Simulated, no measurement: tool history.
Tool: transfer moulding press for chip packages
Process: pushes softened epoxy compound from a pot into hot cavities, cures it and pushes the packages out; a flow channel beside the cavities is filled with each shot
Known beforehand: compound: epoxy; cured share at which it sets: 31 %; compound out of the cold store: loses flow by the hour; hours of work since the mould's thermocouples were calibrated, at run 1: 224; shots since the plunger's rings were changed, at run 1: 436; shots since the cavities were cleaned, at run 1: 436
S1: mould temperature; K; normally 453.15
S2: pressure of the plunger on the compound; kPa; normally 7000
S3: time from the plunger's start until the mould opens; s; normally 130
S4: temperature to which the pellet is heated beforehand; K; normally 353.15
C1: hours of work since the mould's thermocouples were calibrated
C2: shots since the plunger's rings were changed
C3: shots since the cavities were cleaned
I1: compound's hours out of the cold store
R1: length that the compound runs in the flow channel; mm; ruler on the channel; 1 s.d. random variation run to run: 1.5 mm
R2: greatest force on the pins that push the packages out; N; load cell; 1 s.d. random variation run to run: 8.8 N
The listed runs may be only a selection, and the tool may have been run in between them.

run,hour,S1,S2,S3,S4,C1,C2,C3,I1,R1,R2
1,0.0,453.15,7000,130,353.15,224,436,436,45.7,883,531
2,11.0,453.15,7000,130,363.15,232,552,552,27.1,964,577
3,18.5,453.15,7000,130,353.15,237,630,630,40.6,900,573
4,30.0,453.15,7000,130,353.15,246,752,752,39.5,905,578
5,40.9,453.15,7000,130,353.15,254,868,868,44.9,883,599
6,50.3,453.15,7000,149,353.15,260,966,966,22.0,983,545
# hour 56.9: cavities cleaned with cleaning compound and waxed
7,63.8,453.15,7000,137,353.15,269,1093,73,13.2,1030,442
8,76.3,453.15,7000,137,353.15,278,1225,205,22.0,982,476
# hour 79.0: mould's thermocouples calibrated
9,85.7,453.15,7000,137,353.15,5,1303,283,30.5,939,491
10,91.5,450.15,7000,145,353.15,9,1364,344,14.7,1034,525
11,100.8,450.15,6150,120,353.15,16,1462,442,28.7,900,754
12,107.5,450.15,6150,120,353.15,21,1534,514,25.6,914,817

Predict each of these 4 candidate next runs independently; none follows another, all start after run 12:
A,117.8,453.15,6230,148,362.15,28,1642,622,32.1,?,?
B,117.8,447.15,6150,121,360.15,28,1642,622,42.2,?,?
C,117.8,459.15,7120,120,353.15,28,1642,622,26.0,?,?
D,117.8,453.15,7000,130,353.15,28,1642,622,25.8,?,?

run,R1,R2
A,878,480
B,855,948
C,939,508
D,958,582
With the hidden condition removed and each run's random variation left untouched, the same runs would have given:
run,R1,R2
A,900,361
B,876,727
C,963,384
D,982,443
